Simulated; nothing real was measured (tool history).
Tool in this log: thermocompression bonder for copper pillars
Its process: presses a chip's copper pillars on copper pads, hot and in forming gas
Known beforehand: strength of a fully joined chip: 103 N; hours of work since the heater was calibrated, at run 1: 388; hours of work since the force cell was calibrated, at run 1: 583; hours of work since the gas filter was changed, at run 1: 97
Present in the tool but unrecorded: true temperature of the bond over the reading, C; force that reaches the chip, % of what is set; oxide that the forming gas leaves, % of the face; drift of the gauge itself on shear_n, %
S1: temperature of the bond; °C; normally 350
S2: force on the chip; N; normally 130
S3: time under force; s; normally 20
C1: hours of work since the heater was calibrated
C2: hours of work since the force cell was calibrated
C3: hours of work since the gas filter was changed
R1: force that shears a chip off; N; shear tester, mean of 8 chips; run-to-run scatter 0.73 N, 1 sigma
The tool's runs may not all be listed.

Run 1, day 0.000: usual settings; C1 388; C2 583; C3 97. Result: R1 49.0 N.
At day 0.529: forming gas filter changed.
Run 2, day 1.021: usual settings; C1 407; C2 602; C3 9. Result: R1 52.4 N.
Run 3, day 2.375: usual settings; C1 433; C2 628; C3 35. Result: R1 50.5 N.
Run 4, day 3.879: usual settings; C1 462; C2 656; C3 64. Result: R1 49.6 N.
Run 5, day 5.758: usual settings; C1 497; C2 692; C3 99. Result: R1 48.3 N.
At day 6.212: forming gas filter changed.
Run 6, day 6.967: usual settings; C1 520; C2 715; C3 14. Result: R1 52.6 N.
Run 7, day 7.817: usual settings but S3 33 s; C1 536; C2 731; C3 30. Result: R1 61.1 N.
Run 8, day 9.625: usual settings but S1 354 °C; C1 570; C2 765; C3 65. Result: R1 50.6 N.
Run 9, day 11.088: usual settings but S1 354 °C; C1 598; C2 793; C3 92. Result: R1 50.4 N.
At day 11.346: force cell calibrated.
At day 11.992: forming gas filter changed.
Run 10, day 12.229: usual settings but S1 326 °C; C1 618; C2 16; C3 5. Result: R1 42.6 N.
Run 11, day 13.317: usual settings but S1 326 °C; C1 639; C2 37; C3 25. Result: R1 41.5 N.
At day 14.183: force cell calibrated, once more.
Run 12, day 15.275: usual settings but S1 352 °C; C1 675; C2 21; C3 61. Result: R1 53.2 N.
Run 13, day 16.146: usual settings but S1 352 °C; C1 691; C2 37; C3 78. Result: R1 52.1 N.
Run 14, day 17.058: usual settings; C1 709; C2 55; C3 95. Result: R1 49.7 N.
At day 17.762: forming gas filter changed.
Run 15, day 18.617: usual settings; C1 738; C2 84; C3 16. Result: R1 53.9 N.
Run 16, day 20.104: usual settings but S2 102 N; C1 766; C2 112; C3 44. Result: R1 44.7 N.
Run 17, day 21.696: usual settings; C1 796; C2 142; C3 75. Result: R1 50.9 N.
Run 18, day 22.988: usual settings but S3 16 s; C1 821; C2 167; C3 99. Result: R1 47.0 N.
At day 23.392: forming gas filter changed.
Run 19, day 24.500: usual settings but S3 16 s; C1 849; C2 195; C3 21. Result: R1 49.3 N.
Run 20, day 25.658: usual settings but S3 16 s; C1 871; C2 217; C3 43. Result: R1 49.5 N.
Run 21, day 27.383: usual settings but S3 16 s; C1 904; C2 250; C3 76. Result: R1 48.2 N.
Run 22, day 28.262: usual settings but S2 113 N, S3 14 s; C1 920; C2 266; C3 92. Result: R1 40.2 N.
At day 29.000: forming gas filter changed.
Run 23, day 29.742: usual settings but S1 334 °C, S2 99 N, S3 14 s; C1 948; C2 294; C3 14. Result: R1 34.6 N.
Run 24, day 31.604: usual settings but S1 334 °C, S2 99 N, S3 14 s; C1 983; C2 329; C3 49. Result: R1 34.3 N.
Run 25, day 33.258: usual settings but S1 327 °C, S2 126 N, S3 14 s; C1 1015; C2 361; C3 81. Result: R1 36.9 N.
Run 26, day 34.204: usual settings but S1 327 °C, S2 126 N, S3 14 s; C1 1033; C2 379; C3 99. Result: R1 35.2 N.
At day 34.633: forming gas filter changed.
Run 27, day 36.100: usual settings but S1 356 °C, S2 119 N, S3 22 s; C1 1068; C2 414; C3 28. Result: R1 54.9 N.
Run 28, day 37.400: usual settings but S1 365 °C, S2 193 N, S3 14 s; C1 1093; C2 439; C3 53. Result: R1 63.8 N.
Run 29, day 39.117: usual settings but S1 365 °C, S2 193 N, S3 14 s; C1 1126; C2 471; C3 85. Result: R1 63.3 N.
At day 40.283: forming gas filter changed.
Run 30, day 40.988: usual settings but S1 344 °C, S2 101 N, S3 51 s; C1 1161; C2 507; C3 13. Result: R1 61.3 N.
Run 31, day 42.300: usual settings but S1 352 °C; C1 1186; C2 532; C3 38. Result: R1 53.5 N.
Run 32, day 44.129: usual settings but S1 352 °C; C1 1220; C2 566; C3 73. Result: R1 51.7 N.
Run 33, day 45.696: usual settings but S1 334 °C, S2 100 N; C1 1250; C2 596; C3 103. Result: R1 35.6 N.
At day 45.971: forming gas filter changed.
Run 34, day 47.000: usual settings but S1 334 °C, S2 100 N; C1 1274; C2 620; C3 20. Result: R1 39.9 N.
Run 35, day 47.804: usual settings but S1 334 °C, S2 100 N; C1 1290; C2 636; C3 35. Result: R1 38.5 N.
Run 36, day 49.554: usual settings but S1 376 °C, S2 90 N, S3 34 s; C1 1323; C2 669; C3 68. Result: R1 57.1 N.
Run 37, day 50.629: usual settings but S1 376 °C, S2 189 N, S3 34 s; C1 1343; C2 689; C3 88. Result: R1 78.8 N.
At day 51.646: forming gas filter changed.
Run 38, day 52.546: usual settings but S1 376 °C, S2 189 N, S3 34 s; C1 1379; C2 725; C3 17. Result: R1 84.5 N.
Run 39, day 53.779: usual settings but S1 344 °C, S2 90 N, S3 18 s; C1 1403; C2 748; C3 40. Result: R1 38.1 N.
Run 40, day 55.538: usual settings but S1 325 °C, S2 120 N, S3 18 s; C1 1436; C2 782; C3 74. Result: R1 38.4 N.

3 ways to go on from here, each from the tool as it stands after run 40. What would each give?
At day 56.421: force cell calibrated.
Run A, day 56.421: usual settings but S1 333 °C, S2 120 N, S3 33 s; C1 1452; C2 0; C3 89. Result: R1 ?.
At day 56.421: force cell calibrated.
Run B, day 56.421: usual settings but S1 337 °C, S2 136 N, S3 18 s; C1 1452; C2 0; C3 89. Result: R1 ?.
At day 56.421: force cell calibrated.
Run C, day 56.421: usual settings but S1 356 °C, S2 129 N; C1 1452; C2 0; C3 89. Result: R1 ?.

run    R1
  A  52.0
  B  47.4
  C  53.6
With the hidden condition removed and each run's random variation left untouched, the same runs would have given:
run    R1
  A  52.6
  B  47.7
  C  54.6

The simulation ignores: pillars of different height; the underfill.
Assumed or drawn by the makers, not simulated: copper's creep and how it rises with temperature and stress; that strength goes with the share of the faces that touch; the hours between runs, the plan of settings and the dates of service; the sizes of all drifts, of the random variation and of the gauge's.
